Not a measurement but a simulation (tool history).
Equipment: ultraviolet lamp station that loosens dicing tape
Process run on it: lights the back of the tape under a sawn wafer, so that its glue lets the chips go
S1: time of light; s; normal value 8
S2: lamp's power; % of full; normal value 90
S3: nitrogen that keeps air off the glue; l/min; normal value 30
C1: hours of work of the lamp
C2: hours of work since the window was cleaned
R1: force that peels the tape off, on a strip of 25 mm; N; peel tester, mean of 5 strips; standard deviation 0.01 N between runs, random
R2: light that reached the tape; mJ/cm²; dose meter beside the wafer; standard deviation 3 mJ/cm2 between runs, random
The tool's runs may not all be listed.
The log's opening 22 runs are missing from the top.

run    hour  S1  S2  S3   C1   C2     R1   R2
 23  1066.8   9  88  58   73  451  0.319  443
 24  1145.7   9  61  47  126  504  0.801  298
 25    1200  13  88  30  163  541  0.255  605
 26  1259.4  13  88  30  204  581  0.269  594
 27  1332.4  10  67  30  253  631  0.865  340
     1401.2  -- window cleaned of glue's vapour
 28  1414.5  10  71  26  309    9  0.692  391
 29  1474.7  10  77  26  349   50   0.61  412
 30    1521   4  77  26  381   81  2.528  160
 31  1595.2   4  77  38  431  132  2.217  152
 32  1675.1   4  93  30  486  186   2.09  181
 33  1732.6   7  85  25  525  225  1.284  286
 34  1788.6   7  85  25  563  263  1.359  276
 35    1849   7  93  27  604  304  1.165  293
 36  1885.3   7  93  27  628  329  1.172  290
 37    1965   8  90  30  682  383  0.976  311
 38  2011.6   7  73  14  714  415  2.444  214
 39  2066.9   6  69  44  752  452  1.993  170
 40  2126.4   6  65  54  792  493  2.052  148
 41  2162.3   9  72  30  816  517  1.367  249
 42  2234.3   9  72  30  865  566  1.486  240
 43  2311.9   9  72  30  918  619  1.522  229

Here are 4 independent what-if runs from the current tool condition. What would each one return?
  A  2355.4   8  86  39  948  648   ?   ?
  B  2355.4  15  67  30  948  648   ?   ?
  C  2355.4   6  62  17  948  648   ?   ?
  D  2355.4  10  88  30  948  648   ?   ?

run     R1   R2
  A  1.271  238
  B  0.768  345
  C  3.393  128
  D  1.014  306
What these runs would have given with no unlogged condition in the tool:
run     R1   R2
  A  0.409  434
  B  0.233  633
  C  1.993  235
  D  0.303  560

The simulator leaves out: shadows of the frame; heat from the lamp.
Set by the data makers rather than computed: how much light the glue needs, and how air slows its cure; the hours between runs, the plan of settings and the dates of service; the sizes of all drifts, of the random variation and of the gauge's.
